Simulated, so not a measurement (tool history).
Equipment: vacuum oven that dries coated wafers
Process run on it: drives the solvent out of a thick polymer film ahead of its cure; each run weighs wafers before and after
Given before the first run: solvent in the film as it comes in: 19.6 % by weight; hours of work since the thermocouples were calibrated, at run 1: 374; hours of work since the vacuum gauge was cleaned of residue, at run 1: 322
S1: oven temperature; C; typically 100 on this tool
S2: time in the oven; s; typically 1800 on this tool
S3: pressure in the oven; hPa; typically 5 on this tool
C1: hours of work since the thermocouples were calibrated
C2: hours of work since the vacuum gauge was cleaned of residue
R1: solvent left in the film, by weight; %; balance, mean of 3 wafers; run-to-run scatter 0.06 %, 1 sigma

{"run": 1, "hour": 0.0, "S1": 100, "S2": 1800, "S3": 5, "C1": 374, "C2": 322, "R1": 3.51}
{"run": 2, "hour": 18.1, "S1": 100, "S2": 1800, "S3": 5, "C1": 383, "C2": 332, "R1": 3.39}
{"run": 3, "hour": 41.1, "S1": 100, "S2": 1800, "S3": 5, "C1": 395, "C2": 344, "R1": 3.47}
{"run": 4, "hour": 57.3, "S1": 100, "S2": 1800, "S3": 5, "C1": 404, "C2": 352, "R1": 3.52}
{"run": 5, "hour": 81.2, "S1": 100, "S2": 1800, "S3": 5, "C1": 417, "C2": 365, "R1": 3.39}
{"run": 6, "hour": 97.8, "S1": 100, "S2": 1800, "S3": 5, "C1": 425, "C2": 374, "R1": 3.43}
{"run": 7, "hour": 119.1, "S1": 100, "S2": 1800, "S3": 5, "C1": 436, "C2": 385, "R1": 3.45}
{"run": 8, "hour": 131.3, "S1": 100, "S2": 1800, "S3": 5, "C1": 443, "C2": 391, "R1": 3.49}
{"run": 9, "hour": 154.5, "S1": 100, "S2": 1980, "S3": 5, "C1": 455, "C2": 404, "R1": 2.85}
{"run": 10, "hour": 176.6, "S1": 100, "S2": 1980, "S3": 5, "C1": 467, "C2": 415, "R1": 3}
{"run": 11, "hour": 192.6, "S1": 100, "S2": 1980, "S3": 5, "C1": 475, "C2": 424, "R1": 2.98}
{"run": 12, "hour": 205.6, "S1": 100, "S2": 1800, "S3": 5, "C1": 482, "C2": 430, "R1": 3.41}
{"run": 13, "hour": 220.4, "S1": 100, "S2": 1800, "S3": 5, "C1": 490, "C2": 438, "R1": 3.48}
{"run": 14, "hour": 243.4, "S1": 100, "S2": 1800, "S3": 5, "C1": 502, "C2": 450, "R1": 3.41}
{"run": 15, "hour": 254.8, "S1": 100, "S2": 1800, "S3": 5, "C1": 508, "C2": 456, "R1": 3.41}
{"run": 16, "hour": 269.3, "S1": 100, "S2": 1800, "S3": 5, "C1": 515, "C2": 464, "R1": 3.45}
{"run": 17, "hour": 287.0, "S1": 100, "S2": 1800, "S3": 5, "C1": 525, "C2": 473, "R1": 3.41}
{"run": 18, "hour": 308.4, "S1": 100, "S2": 1800, "S3": 5, "C1": 536, "C2": 485, "R1": 3.43}
{"run": 19, "hour": 318.4, "S1": 100, "S2": 1800, "S3": 5, "C1": 541, "C2": 490, "R1": 3.44}
{"run": 20, "hour": 339.4, "S1": 100, "S2": 1800, "S3": 5, "C1": 552, "C2": 501, "R1": 3.35}
{"run": 21, "hour": 349.6, "S1": 100, "S2": 1800, "S3": 5, "C1": 558, "C2": 506, "R1": 3.26}
{"run": 22, "hour": 368.1, "S1": 100, "S2": 1800, "S3": 5, "C1": 567, "C2": 516, "R1": 3.41}
{"run": 23, "hour": 388.4, "S1": 100, "S2": 1800, "S3": 5, "C1": 578, "C2": 527, "R1": 3.39}
{"run": 24, "hour": 402.2, "S1": 100, "S2": 1800, "S3": 2.79, "C1": 585, "C2": 534, "R1": 3.25}
{"run": 25, "hour": 416.3, "S1": 100, "S2": 1860, "S3": 10.12, "C1": 593, "C2": 541, "R1": 3.66}
{"run": 26, "hour": 430.9, "S1": 107, "S2": 1200, "S3": 3.5, "C1": 601, "C2": 549, "R1": 3.58}
{"run": 27, "hour": 446.8, "S1": 100, "S2": 1560, "S3": 2.63, "C1": 609, "C2": 557, "R1": 3.81}
{"run": 28, "hour": 469.0, "S1": 104, "S2": 1800, "S3": 9.26, "C1": 621, "C2": 569, "R1": 2.94}
{"run": 29, "hour": 480.0, "S1": 100, "S2": 1800, "S3": 7.52, "C1": 626, "C2": 575, "R1": 3.54}
{"run": 30, "hour": 496.0, "S1": 97, "S2": 1200, "S3": 4.07, "C1": 635, "C2": 583, "R1": 6.23}
{"run": 31, "hour": 509.6, "S1": 97, "S2": 1200, "S3": 4.07, "C1": 642, "C2": 590, "R1": 6.21}
{"run": 32, "hour": 520.8, "S1": 99, "S2": 2340, "S3": 14.28, "C1": 648, "C2": 596, "R1": 3.47}
{"run": 33, "hour": 545.1, "S1": 111, "S2": 1980, "S3": 5.5, "C1": 661, "C2": 609, "R1": 1.1}
{"run": 34, "hour": 562.5, "S1": 108, "S2": 1020, "S3": 3.47, "C1": 670, "C2": 618, "R1": 4.05}
{"run": 35, "hour": 585.0, "S1": 104, "S2": 2640, "S3": 7.12, "C1": 682, "C2": 630, "R1": 1.53}
{"run": 36, "hour": 600.7, "S1": 111, "S2": 1320, "S3": 5, "C1": 690, "C2": 638, "R1": 2.26}
{"run": 37, "hour": 619.5, "S1": 114, "S2": 1860, "S3": 7.15, "C1": 700, "C2": 648, "R1": 1.14}
{"run": 38, "hour": 632.4, "S1": 114, "S2": 1860, "S3": 7.15, "C1": 707, "C2": 655, "R1": 1.13}
{"run": 39, "hour": 642.3, "S1": 108, "S2": 2040, "S3": 11.76, "C1": 712, "C2": 660, "R1": 1.95}
{"run": 40, "hour": 661.5, "S1": 108, "S2": 960, "S3": 11.76, "C1": 722, "C2": 670, "R1": 4.84}
{"run": 41, "hour": 684.9, "S1": 108, "S2": 3000, "S3": 12.47, "C1": 734, "C2": 683, "R1": 1.36}
{"run": 42, "hour": 700.9, "S1": 91, "S2": 1620, "S3": 4.38, "C1": 743, "C2": 691, "R1": 6.32}
{"run": 43, "hour": 723.7, "S1": 96, "S2": 1800, "S3": 2.81, "C1": 755, "C2": 703, "R1": 4.08}
{"run": 44, "hour": 737.5, "S1": 87, "S2": 1860, "S3": 17.97, "C1": 762, "C2": 710, "R1": 8.62}
{"run": 45, "hour": 750.6, "S1": 87, "S2": 1860, "S3": 17.97, "C1": 769, "C2": 717, "R1": 8.59}
{"run": 46, "hour": 769.3, "S1": 93, "S2": 900, "S3": 11.86, "C1": 779, "C2": 727, "R1": 9.56}

Predict each of these 4 candidate next runs independently; none follows another, all start after run 46:
{"run": "A", "hour": 792.1, "S1": 109, "S2": 1800, "S3": 5, "C1": 791, "C2": 739, "R1": "?"}
{"run": "B", "hour": 792.1, "S1": 88, "S2": 2220, "S3": 11.86, "C1": 791, "C2": 739, "R1": "?"}
{"run": "C", "hour": 792.1, "S1": 111, "S2": 1800, "S3": 2.66, "C1": 791, "C2": 739, "R1": "?"}
{"run": "D", "hour": 792.1, "S1": 107, "S2": 900, "S3": 3.35, "C1": 791, "C2": 739, "R1": "?"}

run=A R1=1.58
run=B R1=6.65
run=C R1=1.19
run=D R1=4.99
With the hidden condition removed and each run's random variation left untouched, the same runs would have given:
run=A R1=1.55
run=B R1=6.68
run=C R1=1.15
run=D R1=5.11

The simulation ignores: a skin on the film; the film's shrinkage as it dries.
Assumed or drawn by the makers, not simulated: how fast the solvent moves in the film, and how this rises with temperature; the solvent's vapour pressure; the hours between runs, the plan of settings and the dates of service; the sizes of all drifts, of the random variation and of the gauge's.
